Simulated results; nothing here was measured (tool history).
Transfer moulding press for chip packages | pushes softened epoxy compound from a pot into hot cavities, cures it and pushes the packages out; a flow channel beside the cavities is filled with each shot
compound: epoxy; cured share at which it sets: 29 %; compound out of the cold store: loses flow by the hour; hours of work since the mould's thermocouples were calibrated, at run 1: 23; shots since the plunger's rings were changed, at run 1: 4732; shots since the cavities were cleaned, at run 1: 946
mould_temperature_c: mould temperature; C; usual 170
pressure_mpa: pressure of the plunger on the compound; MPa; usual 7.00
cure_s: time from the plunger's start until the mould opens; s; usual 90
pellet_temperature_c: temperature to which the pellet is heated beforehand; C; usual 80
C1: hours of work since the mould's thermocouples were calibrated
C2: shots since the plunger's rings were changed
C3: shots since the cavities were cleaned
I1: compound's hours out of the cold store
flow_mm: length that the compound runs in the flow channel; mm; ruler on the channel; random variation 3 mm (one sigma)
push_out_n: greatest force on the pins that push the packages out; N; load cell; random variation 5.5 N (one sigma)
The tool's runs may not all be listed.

Run 1, hour 0.0: usual settings; C1 23; C2 4732; C3 946; I1 8.2. Result: flow_mm 708 mm, push_out_n 202 N.
At hour 4.5: cavities cleaned with cleaning compound and waxed.
At hour 27.4: plunger's sealing rings changed.
Run 2, hour 32.8: usual settings; C1 45; C2 84; C3 405; I1 14.9. Result: flow_mm 685 mm, push_out_n 192 N.
Run 3, hour 52.2: usual settings; C1 60; C2 389; C3 710; I1 36.0. Result: flow_mm 610 mm, push_out_n 200 N.
At hour 69.9: cavities cleaned with cleaning compound and waxed.
Run 4, hour 75.4: usual settings; C1 76; C2 730; C3 87; I1 37.5. Result: flow_mm 602 mm, push_out_n 189 N.
Run 5, hour 90.9: usual settings; C1 88; C2 972; C3 329; I1 20.8. Result: flow_mm 665 mm, push_out_n 188 N.
Run 6, hour 115.0: usual settings; C1 106; C2 1350; C3 707; I1 16.9. Result: flow_mm 679 mm, push_out_n 202 N.
At hour 132.5: cavities cleaned with cleaning compound and waxed.
Run 7, hour 138.1: usual settings but pressure_mpa 6.71 MPa; C1 123; C2 1690; C3 88; I1 42.1. Result: flow_mm 576 mm, push_out_n 195 N.
Run 8, hour 154.9: usual settings but pressure_mpa 6.71 MPa; C1 135; C2 1954; C3 352; I1 22.6. Result: flow_mm 635 mm, push_out_n 193 N.
Run 9, hour 177.3: usual settings but pressure_mpa 6.71 MPa; C1 153; C2 2305; C3 703; I1 27.1. Result: flow_mm 632 mm, push_out_n 200 N.
At hour 195.7: cavities cleaned with cleaning compound and waxed.
Run 10, hour 203.6: usual settings but pressure_mpa 6.71 MPa; C1 171; C2 2695; C3 125; I1 44.1. Result: flow_mm 573 mm, push_out_n 195 N.
Run 11, hour 216.9: usual settings but pressure_mpa 6.71 MPa; C1 182; C2 2904; C3 334; I1 44.7. Result: flow_mm 566 mm, push_out_n 191 N.
Run 12, hour 236.3: usual settings; C1 196; C2 3208; C3 638; I1 42.8. Result: flow_mm 583 mm, push_out_n 199 N.
At hour 258.8: cavities cleaned with cleaning compound and waxed.
Run 13, hour 259.0: usual settings; C1 212; C2 3540; C3 3; I1 26.7. Result: flow_mm 639 mm, push_out_n 185 N.
Run 14, hour 276.9: usual settings but pellet_temperature_c 87 C; C1 226; C2 3822; C3 285; I1 36.7. Result: flow_mm 608 mm, push_out_n 187 N.
Run 15, hour 292.4: usual settings but pressure_mpa 5.37 MPa, pellet_temperature_c 87 C; C1 238; C2 4065; C3 528; I1 27.6. Result: flow_mm 558 mm, push_out_n 186 N.
Run 16, hour 314.8: usual settings but pressure_mpa 5.37 MPa, pellet_temperature_c 87 C; C1 255; C2 4417; C3 880; I1 30.1. Result: flow_mm 546 mm, push_out_n 185 N.
At hour 322.1: cavities cleaned with cleaning compound and waxed.
Run 17, hour 334.0: usual settings but pressure_mpa 7.84 MPa, pellet_temperature_c 72 C; C1 268; C2 4694; C3 187; I1 22.1. Result: flow_mm 695 mm, push_out_n 186 N.
At hour 362.0: plunger's sealing rings changed.
Run 18, hour 362.9: usual settings but mould_temperature_c 162 C, pressure_mpa 7.57 MPa, cure_s 106 s, pellet_temperature_c 73 C; C1 288; C2 15; C3 602; I1 47.3. Result: flow_mm 607 mm, push_out_n 221 N.
At hour 387.0: cavities cleaned with cleaning compound and waxed.
Run 19, hour 387.0: usual settings but mould_temperature_c 173 C, pressure_mpa 5.90 MPa, cure_s 91 s; C1 306; C2 369; C3 0; I1 47.2. Result: flow_mm 518 mm, push_out_n 181 N.
Run 20, hour 408.1: usual settings but mould_temperature_c 173 C, pressure_mpa 5.87 MPa, cure_s 91 s, pellet_temperature_c 70 C; C1 322; C2 701; C3 332; I1 12.9. Result: flow_mm 633 mm, push_out_n 172 N.
Run 21, hour 424.5: usual settings but mould_temperature_c 175 C, pressure_mpa 5.87 MPa, cure_s 91 s, pellet_temperature_c 71 C; C1 334; C2 957; C3 588; I1 46.8. Result: flow_mm 516 mm, push_out_n 178 N.
Run 22, hour 442.6: usual settings but mould_temperature_c 175 C, pressure_mpa 5.87 MPa, cure_s 91 s, pellet_temperature_c 71 C; C1 348; C2 1242; C3 873; I1 9.0. Result: flow_mm 644 mm, push_out_n 177 N.
At hour 451.2: cavities cleaned with cleaning compound and waxed.
Run 23, hour 467.0: usual settings but mould_temperature_c 175 C, pressure_mpa 5.87 MPa, cure_s 97 s, pellet_temperature_c 71 C; C1 365; C2 1601; C3 247; I1 31.3. Result: flow_mm 567 mm, push_out_n 169 N.
Run 24, hour 488.0: usual settings but pressure_mpa 6.29 MPa, cure_s 94 s, pellet_temperature_c 74 C; C1 381; C2 1930; C3 576; I1 18.5. Result: flow_mm 638 mm, push_out_n 183 N.
Run 25, hour 507.9: usual settings but pressure_mpa 6.29 MPa, cure_s 94 s, pellet_temperature_c 74 C; C1 396; C2 2243; C3 889; I1 30.2. Result: flow_mm 598 mm, push_out_n 188 N.
At hour 514.2: cavities cleaned with cleaning compound and waxed.
Run 26, hour 540.7: usual settings but pressure_mpa 6.29 MPa, cure_s 94 s, pellet_temperature_c 74 C; C1 420; C2 2734; C3 416; I1 42.2. Result: flow_mm 555 mm, push_out_n 186 N.
Run 27, hour 570.9: usual settings but pressure_mpa 5.97 MPa, cure_s 94 s; C1 443; C2 3208; C3 890; I1 20.1. Result: flow_mm 612 mm, push_out_n 192 N.
At hour 576.5: cavities cleaned with cleaning compound and waxed.
Run 28, hour 600.5: usual settings but mould_temperature_c 163 C, cure_s 108 s; C1 465; C2 3649; C3 376; I1 23.7. Result: flow_mm 660 mm, push_out_n 193 N.

Forecast each of these 3 alternatives for the next run:
Run A, hour 628.7: usual settings but mould_temperature_c 164 C, pressure_mpa 5.90 MPa, cure_s 127 s; C1 486; C2 4092; C3 819; I1 8.8. Result: flow_mm ?, push_out_n ?.
Run B, hour 628.7: usual settings but mould_temperature_c 163 C, pressure_mpa 8.27 MPa, cure_s 110 s; C1 486; C2 4092; C3 819; I1 46.2. Result: flow_mm ?, push_out_n ?.
Run C, hour 628.7: usual settings but mould_temperature_c 171 C, pressure_mpa 6.05 MPa, cure_s 108 s, pellet_temperature_c 78 C; C1 486; C2 4092; C3 819; I1 16.9. Result: flow_mm ?, push_out_n ?.

run  flow_mm  push_out_n
  A      667         180
  B      637         198
  C      628         175
Without the tool's hidden state the same runs would have given:
run  flow_mm  push_out_n
  A      668         177
  B      638         194
  C      629         172

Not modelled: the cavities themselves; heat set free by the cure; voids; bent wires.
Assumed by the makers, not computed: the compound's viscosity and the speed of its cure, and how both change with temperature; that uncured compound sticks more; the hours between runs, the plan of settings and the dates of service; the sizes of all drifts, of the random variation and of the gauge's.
